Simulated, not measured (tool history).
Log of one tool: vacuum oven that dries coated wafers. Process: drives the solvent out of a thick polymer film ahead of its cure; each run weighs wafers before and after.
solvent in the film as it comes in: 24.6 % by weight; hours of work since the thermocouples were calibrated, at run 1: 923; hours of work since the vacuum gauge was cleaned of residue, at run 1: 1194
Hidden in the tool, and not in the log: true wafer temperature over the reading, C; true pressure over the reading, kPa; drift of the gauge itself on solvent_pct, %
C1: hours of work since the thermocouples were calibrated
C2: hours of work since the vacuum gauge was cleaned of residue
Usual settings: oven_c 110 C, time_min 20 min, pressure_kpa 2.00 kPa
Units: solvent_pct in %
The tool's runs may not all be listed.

Run 1, hour 0.0: usual settings; C1 923; C2 1194. Result: solvent_pct 1.59 %.
Run 2, hour 17.0: usual settings; C1 934; C2 1205. Result: solvent_pct 1.63 %.
Run 3, hour 45.2: usual settings; C1 953; C2 1223. Result: solvent_pct 1.71 %.
Run 4, hour 65.3: usual settings but time_min 35 min; C1 966; C2 1236. Result: solvent_pct 1.10 %.
Run 5, hour 96.0: usual settings but time_min 35 min; C1 986; C2 1256. Result: solvent_pct 1.25 %.
Run 6, hour 128.2: usual settings; C1 1006; C2 1277. Result: solvent_pct 1.79 %.
At hour 132.5: vacuum gauge cleaned of residue and calibrated.
Run 7, hour 156.4: usual settings but oven_c 120 C; C1 1024; C2 16. Result: solvent_pct 0.87 %.
Run 8, hour 174.1: usual settings but oven_c 120 C; C1 1035; C2 27. Result: solvent_pct 0.84 %.
Run 9, hour 211.8: usual settings but oven_c 114 C, time_min 10 min, pressure_kpa 1.52 kPa; C1 1059; C2 51. Result: solvent_pct 2.81 %.
Run 10, hour 234.4: usual settings but oven_c 114 C, time_min 10 min, pressure_kpa 1.52 kPa; C1 1074; C2 66. Result: solvent_pct 2.85 %.

Run 11 comes next. What will it give?
Run 11, hour 261.2: usual settings but oven_c 98 C, time_min 13 min, pressure_kpa 1.29 kPa; C1 1091; C2 83. Result: solvent_pct ?.

solvent_pct: 7.73 %
Without the tool's hidden state the same run would have given solvent_pct 8.44 %.

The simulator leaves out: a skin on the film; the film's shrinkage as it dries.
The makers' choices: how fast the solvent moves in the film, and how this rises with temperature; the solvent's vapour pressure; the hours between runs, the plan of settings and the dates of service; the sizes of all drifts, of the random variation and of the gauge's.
